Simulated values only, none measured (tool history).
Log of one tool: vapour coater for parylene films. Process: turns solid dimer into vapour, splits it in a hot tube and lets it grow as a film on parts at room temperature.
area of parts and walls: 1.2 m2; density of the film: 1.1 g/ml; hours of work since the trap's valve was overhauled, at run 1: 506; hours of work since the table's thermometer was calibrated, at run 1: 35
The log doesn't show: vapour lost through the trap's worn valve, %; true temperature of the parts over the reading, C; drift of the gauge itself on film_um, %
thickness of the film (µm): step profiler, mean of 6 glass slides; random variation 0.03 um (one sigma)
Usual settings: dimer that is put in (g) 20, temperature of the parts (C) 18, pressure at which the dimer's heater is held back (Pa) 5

run	day	dimer that is put in (g)	temperature of the parts (C)	pressure at which the dimer's heater is held back (Pa)	hours of work since the trap's valve was overhauled	hours of work since the table's thermometer was calibrated	thickness of the film (µm)
1	0	20	18	5	506	35	8.71
2	0.65	20	18	5	518	47	8.69
# day 0.979: trap's valve overhauled
3	1.454	20	18	5	8	58	9.21
4	2.092	20	18	4	20	70	9.42
5	2.492	28	18	5	27	77	12.89
6	3.175	28	18	5	39	89	12.95
7	3.488	28	18	5	45	94	12.83
8	3.921	28	18	5	53	102	12.87
9	4.425	28	18	5	61	111	12.87
10	5.075	31	18	5	73	123	14.26
# day 5.15: table's thermometer calibrated
11	5.629	31	18	5	82	9	14.34
12	6.238	20	18	5	93	19	9.2
13	6.821	20	18	4.47	103	30	9.35
# day 7.233: table's thermometer calibrated, once more
14	7.5	19	16	6.8	115	5	9.09
15	8.254	12	12	3.13	128	18	7.43
16	9.004	22	24	4.56	142	32	7.79
17	9.371	10	14	2.82	148	38	5.76
18	9.883	10	14	2.82	157	47	5.76
19	10.2	14	18	10.77	163	53	5.74
20	10.938	24	21	11.88	176	66	8.59
21	11.246	24	21	11.88	182	72	8.61
22	11.558	28	26	8.11	187	77	8.49
23	11.933	21	18	5	194	84	9.49
24	12.375	16	26	9.5	202	92	4.71

Forecast each of these 3 alternatives for the next run:
A	12.95	20	12	9.5	212	102	?
B	12.95	12	18	7.61	212	102	?
C	12.95	16	26	3.66	212	102	?

run	thickness of the film (µm)
A	10.81
B	5.15
C	5.26
Without the tool's hidden state the same runs would have given:
run	thickness of the film (µm)
A	11.01
B	5.24
C	5.35
